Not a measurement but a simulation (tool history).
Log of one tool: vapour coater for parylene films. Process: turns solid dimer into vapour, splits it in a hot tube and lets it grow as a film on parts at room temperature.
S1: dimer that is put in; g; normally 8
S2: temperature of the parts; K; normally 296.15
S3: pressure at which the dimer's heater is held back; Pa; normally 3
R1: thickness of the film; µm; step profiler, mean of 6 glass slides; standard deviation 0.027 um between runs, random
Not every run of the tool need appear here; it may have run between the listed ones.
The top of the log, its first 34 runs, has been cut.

{"run": 35, "hour": 433.3, "S1": 3, "S2": 298.15, "S3": 3.46, "R1": 0.78}
{"run": 36, "hour": 448.7, "S1": 3, "S2": 290.15, "S3": 10.6, "R1": 0.87}
{"run": 37, "hour": 462.3, "S1": 7, "S2": 289.15, "S3": 2.54, "R1": 2.58}
{"run": 38, "hour": 473.8, "S1": 6, "S2": 300.15, "S3": 3, "R1": 1.45}
{"run": 39, "hour": 487.8, "S1": 6, "S2": 300.15, "S3": 3, "R1": 1.45}
{"run": 40, "hour": 497.7, "S1": 13, "S2": 296.15, "S3": 10.06, "R1": 3.01}
{"run": 41, "hour": 513.6, "S1": 13, "S2": 296.15, "S3": 10.06, "R1": 3.03}
{"run": 42, "hour": 530.5, "S1": 11, "S2": 290.15, "S3": 2.29, "R1": 3.9}

Forecast each of these 4 alternatives for the next run:
{"run": "A", "hour": 539.5, "S1": 8, "S2": 295.15, "S3": 6.3, "R1": "?"}
{"run": "B", "hour": 539.5, "S1": 5, "S2": 295.15, "S3": 2.94, "R1": "?"}
{"run": "C", "hour": 539.5, "S1": 5, "S2": 296.15, "S3": 3, "R1": "?"}
{"run": "D", "hour": 539.5, "S1": 13, "S2": 300.15, "S3": 7.57, "R1": "?"}

run=A R1=2.03
run=B R1=1.41
run=C R1=1.35
run=D R1=2.68
Take away the tool's hidden state, keep each run's random variation, and the runs would have read:
run=A R1=2.12
run=B R1=1.47
run=C R1=1.41
run=D R1=2.81
